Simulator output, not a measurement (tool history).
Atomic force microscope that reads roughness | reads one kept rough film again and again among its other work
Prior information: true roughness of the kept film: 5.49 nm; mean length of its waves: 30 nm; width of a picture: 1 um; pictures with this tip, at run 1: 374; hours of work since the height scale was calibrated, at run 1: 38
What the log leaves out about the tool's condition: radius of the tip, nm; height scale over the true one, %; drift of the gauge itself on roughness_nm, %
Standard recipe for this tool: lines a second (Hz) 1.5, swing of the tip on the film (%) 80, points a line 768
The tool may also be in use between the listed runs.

run,day,lines a second (Hz),swing of the tip on the film (%),points a line,pictures with this tip,hours of work since the height scale was calibrated,roughness of the kept film (nm (root mean square))
1,0,1.5,80,768,374,38,2.887
2,0.167,1.5,76,768,377,39,2.94
# day 0.208: new tip fitted
3,0.4,1.5,76,505,3,42,4.413
4,0.746,1.5,76,505,10,45,4.392
5,0.967,2.92,80,768,14,48,4.09
6,1.338,1.5,80,797,21,51,4.283
7,1.679,1.5,80,768,27,55,4.256
8,1.846,1.5,80,768,30,57,4.213
9,2.062,1.5,80,768,34,59,4.182
10,2.288,1.5,80,768,39,61,4.176
11,2.55,1.5,80,768,44,64,4.123
12,2.775,1.5,80,389,48,66,4.117
13,3.121,1.5,80,389,54,70,4.086
14,3.317,0.8,80,768,58,72,4.172
15,3.612,1.5,75,768,63,75,4.117
16,3.808,1.5,80,768,67,77,4.064
17,4.096,1.5,80,768,72,80,3.985
# day 4.167: height scale calibrated on a step standard
18,4.5,1.12,67,612,79,4,4.121
19,4.738,1.5,80,295,83,6,3.913
20,5.046,3.2,60,768,89,9,4.005
21,5.325,3.2,60,768,94,12,4.003
22,5.667,1.5,56,768,101,16,4.058
23,5.825,1.5,80,686,104,17,3.869
# day 6.05: height scale calibrated on a step standard, once more
24,6.092,1.72,62,510,108,0,3.948
25,6.283,1.5,67,272,111,2,3.893
26,6.504,2.6,63,263,116,5,3.814
27,6.796,1.93,69,455,121,8,3.831
28,7.104,1.5,76,1005,127,11,3.789
29,7.371,1.5,76,1005,132,14,3.775
30,7.671,3.85,77,581,137,17,3.473
31,8.025,3.48,80,269,144,21,3.362
32,8.262,3.48,74,269,148,23,3.481
33,8.625,3.48,74,455,155,27,3.501
34,8.971,3.48,74,455,162,31,3.464

Alternative continuations, all from the tool just after run 34; predict every row:
A,9.158,3.48,86,455,165,33,?
B,9.158,3.48,63,549,165,33,?
C,9.158,2.89,74,843,165,33,?
D,9.158,1.17,80,768,165,33,?
E,9.158,3.95,61,595,165,33,?

run,roughness of the kept film (nm (root mean square))
A,3.223
B,3.605
C,3.508
D,3.652
E,3.631
Stripped of hidden state, with their random variation kept, the same runs would have yielded:
run,roughness of the kept film (nm (root mean square))
A,3.966
B,4.439
C,4.318
D,4.495
E,4.467
